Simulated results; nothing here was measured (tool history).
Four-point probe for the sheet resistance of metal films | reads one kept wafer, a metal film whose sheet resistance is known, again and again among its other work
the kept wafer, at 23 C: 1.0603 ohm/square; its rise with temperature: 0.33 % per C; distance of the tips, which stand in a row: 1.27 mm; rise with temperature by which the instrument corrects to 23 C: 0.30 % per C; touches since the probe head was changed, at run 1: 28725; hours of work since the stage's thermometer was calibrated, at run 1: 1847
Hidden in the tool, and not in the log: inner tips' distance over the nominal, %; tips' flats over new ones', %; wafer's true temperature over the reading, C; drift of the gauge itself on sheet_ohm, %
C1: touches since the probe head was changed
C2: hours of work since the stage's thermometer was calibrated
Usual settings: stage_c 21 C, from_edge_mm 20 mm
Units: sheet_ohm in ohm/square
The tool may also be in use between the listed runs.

{"run": 1, "day": 0.0, "stage_c": 21, "from_edge_mm": 20, "C1": 28725, "C2": 1847, "sheet_ohm": 1.063592}
{"run": 2, "day": 5.171, "stage_c": 21, "from_edge_mm": 20, "C1": 30105, "C2": 1912, "sheet_ohm": 1.063371}
{"run": 3, "day": 8.308, "stage_c": 21, "from_edge_mm": 71, "C1": 30943, "C2": 1950, "sheet_ohm": 1.061841}
{"day": 9.692, "done": "stage's thermometer calibrated"}
{"run": 4, "day": 11.15, "stage_c": 21, "from_edge_mm": 20, "C1": 31696, "C2": 18, "sheet_ohm": 1.06474}
{"run": 5, "day": 15.35, "stage_c": 21, "from_edge_mm": 20, "C1": 32818, "C2": 70, "sheet_ohm": 1.064715}
{"run": 6, "day": 19.146, "stage_c": 21, "from_edge_mm": 20, "C1": 33831, "C2": 117, "sheet_ohm": 1.064877}
{"run": 7, "day": 23.904, "stage_c": 21, "from_edge_mm": 20, "C1": 35101, "C2": 176, "sheet_ohm": 1.065052}
{"run": 8, "day": 28.217, "stage_c": 19, "from_edge_mm": 20, "C1": 36252, "C2": 230, "sheet_ohm": 1.064159}
{"run": 9, "day": 31.804, "stage_c": 19, "from_edge_mm": 20, "C1": 37210, "C2": 274, "sheet_ohm": 1.064303}
{"run": 10, "day": 35.858, "stage_c": 19, "from_edge_mm": 20, "C1": 38293, "C2": 325, "sheet_ohm": 1.064685}
{"day": 36.908, "done": "stage's thermometer calibrated, once more"}
{"run": 11, "day": 40.675, "stage_c": 19, "from_edge_mm": 20, "C1": 39574, "C2": 47, "sheet_ohm": 1.06209}
{"run": 12, "day": 44.433, "stage_c": 19, "from_edge_mm": 20, "C1": 40576, "C2": 93, "sheet_ohm": 1.062637}
{"run": 13, "day": 49.567, "stage_c": 19, "from_edge_mm": 20, "C1": 41947, "C2": 157, "sheet_ohm": 1.062729}
{"run": 14, "day": 52.529, "stage_c": 28, "from_edge_mm": 22, "C1": 42739, "C2": 194, "sheet_ohm": 1.065631}
{"run": 15, "day": 57.258, "stage_c": 24, "from_edge_mm": 41, "C1": 44001, "C2": 253, "sheet_ohm": 1.062753}
{"run": 16, "day": 60.471, "stage_c": 27, "from_edge_mm": 68, "C1": 44859, "C2": 292, "sheet_ohm": 1.063764}
{"run": 17, "day": 62.729, "stage_c": 24, "from_edge_mm": 7, "C1": 45461, "C2": 320, "sheet_ohm": 1.081137}
{"run": 18, "day": 65.292, "stage_c": 24, "from_edge_mm": 7, "C1": 46145, "C2": 352, "sheet_ohm": 1.081213}
{"run": 19, "day": 69.8, "stage_c": 21, "from_edge_mm": 36, "C1": 47349, "C2": 408, "sheet_ohm": 1.062654}
{"run": 20, "day": 73.662, "stage_c": 21, "from_edge_mm": 53, "C1": 48380, "C2": 456, "sheet_ohm": 1.062166}
{"run": 21, "day": 77.746, "stage_c": 27, "from_edge_mm": 8, "C1": 49471, "C2": 507, "sheet_ohm": 1.078401}
{"run": 22, "day": 81.988, "stage_c": 27, "from_edge_mm": 20, "C1": 50603, "C2": 559, "sheet_ohm": 1.067162}
{"run": 23, "day": 87.067, "stage_c": 30, "from_edge_mm": 33, "C1": 51959, "C2": 623, "sheet_ohm": 1.066283}
{"run": 24, "day": 90.417, "stage_c": 25, "from_edge_mm": 5, "C1": 52854, "C2": 664, "sheet_ohm": 1.099616}
{"run": 25, "day": 95.112, "stage_c": 29, "from_edge_mm": 18, "C1": 54107, "C2": 722, "sheet_ohm": 1.068404}
{"run": 26, "day": 98.617, "stage_c": 29, "from_edge_mm": 10, "C1": 55043, "C2": 766, "sheet_ohm": 1.074915}

Forecast each of these 5 alternatives for the next run:
{"run": "A", "day": 103.054, "stage_c": 21, "from_edge_mm": 17, "C1": 56227, "C2": 821, "sheet_ohm": "?"}
{"run": "B", "day": 103.054, "stage_c": 21, "from_edge_mm": 20, "C1": 56227, "C2": 821, "sheet_ohm": "?"}
{"run": "C", "day": 103.054, "stage_c": 21, "from_edge_mm": 26, "C1": 56227, "C2": 821, "sheet_ohm": "?"}
{"run": "D", "day": 103.054, "stage_c": 33, "from_edge_mm": 61, "C1": 56227, "C2": 821, "sheet_ohm": "?"}
{"run": "E", "day": 103.054, "stage_c": 22, "from_edge_mm": 11, "C1": 56227, "C2": 821, "sheet_ohm": "?"}

run=A sheet_ohm=1.065803
run=B sheet_ohm=1.065362
run=C sheet_ohm=1.063821
run=D sheet_ohm=1.067252
run=E sheet_ohm=1.070927
Without the tool's hidden state the same runs would have given:
run=A sheet_ohm=1.062604
run=B sheet_ohm=1.062165
run=C sheet_ohm=1.060628
run=D sheet_ohm=1.064077
run=E sheet_ohm=1.067716
